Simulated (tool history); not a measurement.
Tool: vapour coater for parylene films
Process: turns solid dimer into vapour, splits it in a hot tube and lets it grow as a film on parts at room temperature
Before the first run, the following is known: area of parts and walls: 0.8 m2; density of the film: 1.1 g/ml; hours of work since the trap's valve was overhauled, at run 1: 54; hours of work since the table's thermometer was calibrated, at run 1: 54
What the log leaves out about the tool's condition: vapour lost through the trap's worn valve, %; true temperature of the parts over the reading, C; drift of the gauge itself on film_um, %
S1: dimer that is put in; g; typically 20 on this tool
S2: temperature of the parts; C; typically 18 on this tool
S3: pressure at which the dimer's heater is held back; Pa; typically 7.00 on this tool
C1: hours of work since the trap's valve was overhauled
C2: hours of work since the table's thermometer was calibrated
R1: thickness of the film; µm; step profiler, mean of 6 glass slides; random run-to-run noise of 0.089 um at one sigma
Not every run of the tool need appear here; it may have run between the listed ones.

run,hour,S1,S2,S3,C1,C2,R1
1,0.0,20,18,7.00,54,54,12.49
2,12.6,20,18,7.00,60,60,12.49
3,24.3,20,18,7.00,64,64,12.77
4,45.0,20,18,2.58,73,73,16.17
5,58.2,20,18,2.58,79,79,15.95
6,74.5,20,22,7.00,85,85,10.24
7,96.9,20,18,7.00,95,95,12.39
8,118.9,8,18,7.00,104,104,5.03
9,139.1,8,18,7.00,112,112,5.00
10,157.8,8,18,7.00,120,120,4.98
11,171.6,8,18,7.00,126,126,4.91
12,193.7,20,18,7.57,135,135,12.07
13,204.0,19,18,7.57,139,139,11.48
14,221.8,20,18,5.74,146,146,13.06
15,237.5,28,17,5.74,153,153,18.91
16,255.2,28,22,5.74,160,160,14.69
17,274.8,28,22,5.74,168,168,14.92
18,293.9,28,22,5.74,176,176,14.84
19,314.1,28,11,6.41,185,185,24.89
20,330.5,22,18,2.14,192,192,17.89
21,343.2,23,20,7.84,197,197,12.49
22,356.9,23,20,7.84,203,203,12.19
23,379.3,23,20,7.84,212,212,12.13
24,398.2,9,21,7.84,220,220,4.57
25,419.4,9,21,7.84,228,228,4.53
26,441.1,9,23,7.84,237,237,4.17

Forecast each of these 3 alternatives for the next run:
A,457.1,10,23,2.74,244,244,?
B,457.1,10,27,3.23,244,244,?
C,457.1,36,11,4.23,244,244,?

run,R1
A,5.89
B,4.66
C,34.70
With the hidden condition removed and each run's random variation left untouched, the same runs would have given:
run,R1
A,6.30
B,4.99
C,37.11

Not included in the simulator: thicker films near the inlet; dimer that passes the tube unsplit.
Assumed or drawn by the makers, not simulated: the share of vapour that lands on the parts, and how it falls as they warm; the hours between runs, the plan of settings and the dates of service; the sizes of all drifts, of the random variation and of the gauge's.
